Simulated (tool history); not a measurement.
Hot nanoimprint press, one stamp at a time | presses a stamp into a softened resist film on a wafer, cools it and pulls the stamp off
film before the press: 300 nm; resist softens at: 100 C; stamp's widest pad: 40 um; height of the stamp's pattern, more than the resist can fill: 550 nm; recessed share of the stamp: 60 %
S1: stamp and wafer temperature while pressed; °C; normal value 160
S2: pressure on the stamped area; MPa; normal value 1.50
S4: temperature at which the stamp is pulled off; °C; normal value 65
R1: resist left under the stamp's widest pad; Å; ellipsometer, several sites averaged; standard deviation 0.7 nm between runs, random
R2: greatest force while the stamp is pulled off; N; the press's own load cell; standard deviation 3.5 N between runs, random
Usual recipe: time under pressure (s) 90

run 1 hour=0.0 | S1=160 S2=1.50 time_under_pressure_(s)=90 S4=65 | R1=1001 R2=205
run 2 hour=25.3 | S1=160 S2=1.50 time_under_pressure_(s)=90 S4=65 | R1=999 R2=208
run 3 hour=70.5 | S1=160 S2=1.50 time_under_pressure_(s)=90 S4=65 | R1=986 R2=217
run 4 hour=114.9 | S1=160 S2=1.80 time_under_pressure_(s)=90 S4=65 | R1=905 R2=236
run 5 hour=165.0 | S1=160 S2=1.80 time_under_pressure_(s)=90 S4=65 | R1=902 R2=238
run 6 hour=192.4 | S1=160 S2=1.50 time_under_pressure_(s)=90 S4=65 | R1=972 R2=248
run 7 hour=222.0 | S1=160 S2=1.50 time_under_pressure_(s)=90 S4=65 | R1=977 R2=256
run 8 hour=249.0 | S1=160 S2=1.50 time_under_pressure_(s)=90 S4=65 | R1=971 R2=268
-- hour=281.7 stamp cleaned and given a new release coat
run 9 hour=295.3 | S1=160 S2=1.50 time_under_pressure_(s)=90 S4=65 | R1=956 R2=172
run 10 hour=343.8 | S1=160 S2=1.50 time_under_pressure_(s)=90 S4=65 | R1=948 R2=175
run 11 hour=385.4 | S1=160 S2=1.50 time_under_pressure_(s)=90 S4=65 | R1=952 R2=186
-- hour=390.5 plate thermocouple calibrated
run 12 hour=412.7 | S1=160 S2=1.50 time_under_pressure_(s)=90 S4=65 | R1=891 R2=185
run 13 hour=458.3 | S1=160 S2=1.50 time_under_pressure_(s)=90 S4=65 | R1=878 R2=188
run 14 hour=490.0 | S1=160 S2=1.50 time_under_pressure_(s)=90 S4=65 | R1=884 R2=201
run 15 hour=534.6 | S1=160 S2=1.50 time_under_pressure_(s)=90 S4=65 | R1=884 R2=209
run 16 hour=584.1 | S1=160 S2=1.50 time_under_pressure_(s)=90 S4=65 | R1=866 R2=221
run 17 hour=608.8 | S1=167 S2=1.50 time_under_pressure_(s)=176 S4=54 | R1=377 R2=283
run 18 hour=654.5 | S1=165 S2=1.29 time_under_pressure_(s)=119 S4=68 | R1=563 R2=222
-- hour=661.3 plate thermocouple calibrated, once more
-- hour=672.8 press's hydraulic seals changed and the load cell set to zero
run 19 hour=703.4 | S1=165 S2=1.29 time_under_pressure_(s)=119 S4=68 | R1=693 R2=246
run 20 hour=745.9 | S1=171 S2=1.29 time_under_pressure_(s)=119 S4=63 | R1=445 R2=277
-- hour=758.0 stamp cleaned and given a new release coat
run 21 hour=777.2 | S1=157 S2=1.50 time_under_pressure_(s)=135 S4=65 | R1=1122 R2=170
run 22 hour=804.0 | S1=172 S2=1.50 time_under_pressure_(s)=129 S4=65 | R1=373 R2=174
run 23 hour=853.3 | S1=150 S2=1.88 time_under_pressure_(s)=90 S4=65 | R1=1936 R2=191
run 24 hour=877.2 | S1=150 S2=1.88 time_under_pressure_(s)=90 S4=65 | R1=1929 R2=195
run 25 hour=921.8 | S1=171 S2=1.77 time_under_pressure_(s)=77 S4=54 | R1=462 R2=240
run 26 hour=947.0 | S1=160 S2=1.50 time_under_pressure_(s)=90 S4=52 | R1=1044 R2=264
run 27 hour=972.5 | S1=160 S2=0.97 time_under_pressure_(s)=90 S4=52 | R1=1260 R2=268
run 28 hour=1018.6 | S1=163 S2=0.97 time_under_pressure_(s)=60 S4=52 | R1=1202 R2=274
run 29 hour=1045.8 | S1=163 S2=0.97 time_under_pressure_(s)=60 S4=52 | R1=1188 R2=295
run 30 hour=1089.5 | S1=163 S2=0.97 time_under_pressure_(s)=60 S4=52 | R1=1190 R2=301
run 31 hour=1113.6 | S1=163 S2=0.97 time_under_pressure_(s)=60 S4=52 | R1=1183 R2=310

Here are 3 independent what-if runs from the current tool condition. What would each one return?
run A hour=1160.7 | S1=160 S2=2.16 time_under_pressure_(s)=127 S4=65 | R1=? R2=?
run B hour=1160.7 | S1=161 S2=1.15 time_under_pressure_(s)=90 S4=63 | R1=? R2=?
run C hour=1160.7 | S1=163 S2=0.95 time_under_pressure_(s)=60 S4=52 | R1=? R2=?

run=A R1=730 R2=263
run=B R1=1048 R2=277
run=C R1=1179 R2=320
Stripped of hidden state, with their random variation kept, the same runs would have yielded:
run=A R1=781 R2=172
run=B R1=1116 R2=182
run=C R1=1251 R2=209
